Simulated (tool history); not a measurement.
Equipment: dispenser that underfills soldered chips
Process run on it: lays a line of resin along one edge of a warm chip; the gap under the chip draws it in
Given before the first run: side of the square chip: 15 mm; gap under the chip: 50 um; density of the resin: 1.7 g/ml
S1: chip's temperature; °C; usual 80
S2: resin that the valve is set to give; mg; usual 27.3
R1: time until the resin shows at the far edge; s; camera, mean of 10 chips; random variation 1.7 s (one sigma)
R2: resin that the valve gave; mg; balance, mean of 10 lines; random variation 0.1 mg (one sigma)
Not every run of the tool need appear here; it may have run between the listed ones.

run,hour,S1,S2,R1,R2
1,0,80,27.3,177.3,27.17
2,3.9,80,27.3,234.9,27.11
3,6.7,84,27.3,247.7,27.14
4,12,84,27.3,353.5,27.1
# hour 13.3: new syringe of resin
5,16.3,84,27.3,185.5,27.14
6,18.8,84,27.3,223.1,27.05
7,23.7,80,27.3,353.9,26.81
# hour 26.7: new syringe of resin
8,29.6,80,23.9,224.7,23.5
9,33.2,80,23.9,282.1,23.46
10,36.2,94,28,218.6,27.73
11,38.7,69,26.9,563.2,26.54
# hour 40.1: new syringe of resin
12,44.4,69,26.9,325.3,26.35
13,48.9,69,26.9,444.6,26.31
14,51.3,69,26.9,537.7,26.32
# hour 53.6: new syringe of resin
# hour 54.6: dispensing valve cleaned and set on the balance
15,56.1,69,26.9,271.6,26.85
16,58.9,69,27.5,322.9,27.54

The next listed run, before its measurement:
17,62.3,94,24.8,?,?

{"run 17": {"R1": 202.7, "R2": 24.7}}
With no hidden state in the tool, this same run would have given R1 117.5 s, R2 24.75 mg.
